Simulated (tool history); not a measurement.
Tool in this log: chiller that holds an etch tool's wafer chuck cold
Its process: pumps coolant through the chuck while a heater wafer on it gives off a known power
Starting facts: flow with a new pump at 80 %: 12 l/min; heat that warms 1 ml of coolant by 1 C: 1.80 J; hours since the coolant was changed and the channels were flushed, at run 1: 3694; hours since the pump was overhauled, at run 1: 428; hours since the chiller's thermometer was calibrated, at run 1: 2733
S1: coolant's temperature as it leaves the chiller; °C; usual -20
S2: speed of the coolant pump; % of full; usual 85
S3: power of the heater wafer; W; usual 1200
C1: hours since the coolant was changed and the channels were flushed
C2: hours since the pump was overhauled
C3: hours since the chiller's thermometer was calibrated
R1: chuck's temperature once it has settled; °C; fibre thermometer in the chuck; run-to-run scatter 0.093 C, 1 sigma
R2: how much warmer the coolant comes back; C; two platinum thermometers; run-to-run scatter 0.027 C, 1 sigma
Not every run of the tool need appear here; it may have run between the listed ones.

Run 1, hour 0.0: usual settings; C1 3694; C2 428; C3 2733. Result: R1 -8.65 °C, R2 3.14 C.
Run 2, hour 19.9: usual settings; C1 3714; C2 448; C3 2753. Result: R1 -8.90 °C, R2 3.17 C.
Run 3, hour 63.3: usual settings but S3 1636 W; C1 3757; C2 492; C3 2796. Result: R1 -4.49 °C, R2 4.23 C.
Run 4, hour 90.2: usual settings but S3 1636 W; C1 3784; C2 519; C3 2823. Result: R1 -4.70 °C, R2 4.25 C.
Run 5, hour 128.1: usual settings but S3 1636 W; C1 3822; C2 557; C3 2861. Result: R1 -4.38 °C, R2 4.30 C.
Run 6, hour 157.1: usual settings; C1 3851; C2 585; C3 2890. Result: R1 -8.62 °C, R2 3.09 C.
Run 7, hour 177.2: usual settings; C1 3871; C2 606; C3 2910. Result: R1 -8.61 °C, R2 3.14 C.
Run 8, hour 222.7: usual settings but S1 -21 °C; C1 3916; C2 651; C3 2956. Result: R1 -9.69 °C, R2 3.14 C.
Run 9, hour 256.7: usual settings but S1 -15 °C; C1 3950; C2 685; C3 2990. Result: R1 -3.70 °C, R2 3.14 C.
Run 10, hour 278.7: usual settings but S1 -15 °C; C1 3972; C2 707; C3 3011. Result: R1 -3.58 °C, R2 3.15 C.
Run 11, hour 316.7: usual settings but S1 -22 °C, S2 100 % of full, S3 1419 W; C1 4010; C2 745; C3 3050. Result: R1 -9.82 °C, R2 3.12 C.
Run 12, hour 354.6: usual settings but S1 -19 °C, S2 67 % of full; C1 4048; C2 783; C3 3087. Result: R1 -5.96 °C, R2 4.05 C.
Run 13, hour 387.6: usual settings but S1 -19 °C, S2 67 % of full; C1 4081; C2 816; C3 3120. Result: R1 -5.87 °C, R2 4.07 C.
Run 14, hour 407.1: usual settings but S2 78 % of full; C1 4101; C2 836; C3 3140. Result: R1 -8.12 °C, R2 3.52 C.
Run 15, hour 443.8: usual settings but S2 78 % of full; C1 4137; C2 872; C3 3177. Result: R1 -8.00 °C, R2 3.48 C.
Run 16, hour 471.1: usual settings but S1 -19 °C, S2 78 % of full; C1 4165; C2 899; C3 3204. Result: R1 -6.97 °C, R2 3.46 C.
Run 17, hour 511.2: usual settings but S1 -23 °C, S2 78 % of full, S3 1053 W; C1 4205; C2 940; C3 3244. Result: R1 -12.46 °C, R2 3.02 C.
Run 18, hour 555.7: usual settings but S1 -18 °C, S2 80 % of full, S3 1083 W; C1 4249; C2 984; C3 3289. Result: R1 -7.30 °C, R2 3.05 C.
Run 19, hour 595.7: usual settings but S1 -14 °C, S2 78 % of full, S3 1083 W; C1 4289; C2 1024; C3 3329. Result: R1 -3.33 °C, R2 3.14 C.

Predict each of these 4 candidate next runs independently; none follows another, all start after run 19:
Run A, hour 622.3: usual settings but S3 820 W; C1 4316; C2 1051; C3 3355. Result: R1 ?, R2 ?.
Run B, hour 622.3: usual settings but S2 92 % of full, S3 1044 W; C1 4316; C2 1051; C3 3355. Result: R1 ?, R2 ?.
Run C, hour 622.3: usual settings but S1 -10 °C, S2 78 % of full, S3 1545 W; C1 4316; C2 1051; C3 3355. Result: R1 ?, R2 ?.
Run D, hour 622.3: usual settings but S1 -29 °C, S2 78 % of full, S3 1083 W; C1 4316; C2 1051; C3 3355. Result: R1 ?, R2 ?.

run      R1    R2
  A  -12.31  2.14
  B  -10.51  2.51
  C    5.63  4.51
  D  -18.13  3.12
Take away the tool's hidden state, keep each run's random variation, and the runs would have read:
run      R1    R2
  A  -12.76  2.11
  B  -11.10  2.47
  C    4.53  4.45
  D  -18.83  3.07

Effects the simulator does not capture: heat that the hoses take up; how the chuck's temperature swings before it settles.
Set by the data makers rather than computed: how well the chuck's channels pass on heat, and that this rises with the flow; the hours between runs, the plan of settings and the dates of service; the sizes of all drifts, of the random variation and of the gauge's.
